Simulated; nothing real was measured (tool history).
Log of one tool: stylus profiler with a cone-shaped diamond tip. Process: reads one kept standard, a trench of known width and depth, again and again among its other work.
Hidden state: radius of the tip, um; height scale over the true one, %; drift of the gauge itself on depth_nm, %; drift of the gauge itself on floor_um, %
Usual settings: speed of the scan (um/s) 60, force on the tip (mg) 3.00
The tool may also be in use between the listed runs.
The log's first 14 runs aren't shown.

| run | hour | speed of the scan (um/s) | force on the tip (mg) | scans with this tip | hours of work since the height scale was calibrated | depth of the trench (angstrom) | width of the trench's floor (um) |
|---|---|---|---|---|---|---|---|
| 15 | 761.7 | 54 | 3.00 | 11701 | 939 | 5033.7 | 25.50 |
| 16 | 809.2 | 54 | 3.00 | 12094 | 970 | 5034.1 | 25.41 |
|  | 815.5 | height scale calibrated on a step standard |
| 17 | 852.6 | 54 | 3.00 | 12447 | 25 | 5033.0 | 25.41 |
| 18 | 893.7 | 60 | 1.99 | 12786 | 52 | 5021.7 | 25.22 |
| 19 | 927.7 | 60 | 1.99 | 13067 | 74 | 5021.2 | 25.24 |
| 20 | 964.9 | 28 | 1.99 | 13373 | 99 | 5024.7 | 25.41 |
| 21 | 1003.1 | 28 | 1.99 | 13688 | 124 | 5023.5 | 25.39 |
| 22 | 1069.3 | 28 | 1.99 | 14234 | 168 | 5022.3 | 25.35 |
| 23 | 1142.2 | 28 | 7.68 | 14836 | 216 | 5063.7 | 25.38 |
| 24 | 1196.7 | 28 | 7.68 | 15285 | 252 | 5063.3 | 25.36 |
|  | 1241.4 | height scale calibrated on a step standard, once more |
| 25 | 1268.5 | 32 | 1.99 | 15872 | 18 | 5026.1 | 25.08 |
| 26 | 1343.9 | 21 | 1.13 | 16495 | 68 | 5018.6 | 25.11 |
| 27 | 1393.4 | 207 | 2.00 | 16903 | 101 | 5028.3 | 23.79 |
| 28 | 1426.9 | 60 | 3.64 | 17179 | 123 | 5045.7 | 24.93 |
| 29 | 1491.6 | 35 | 1.75 | 17713 | 166 | 5028.0 | 24.94 |
| 30 | 1539.8 | 18 | 1.07 | 18110 | 197 | 5019.0 | 25.00 |
| 31 | 1594.4 | 140 | 2.06 | 18561 | 234 | 5026.7 | 24.17 |
| 32 | 1650.0 | 60 | 1.00 | 19019 | 270 | 5016.2 | 24.42 |

Forecast run 33:
| 33 | 1709.4 | 60 | 1.00 | 19509 | 310 | ? | ? |

Run 33 gave depth of the trench (angstrom) 5016.8, width of the trench's floor (um) 24.41.
Without the tool's hidden state the same run would have given depth of the trench (angstrom) 5019.0, width of the trench's floor (um) 26.73.
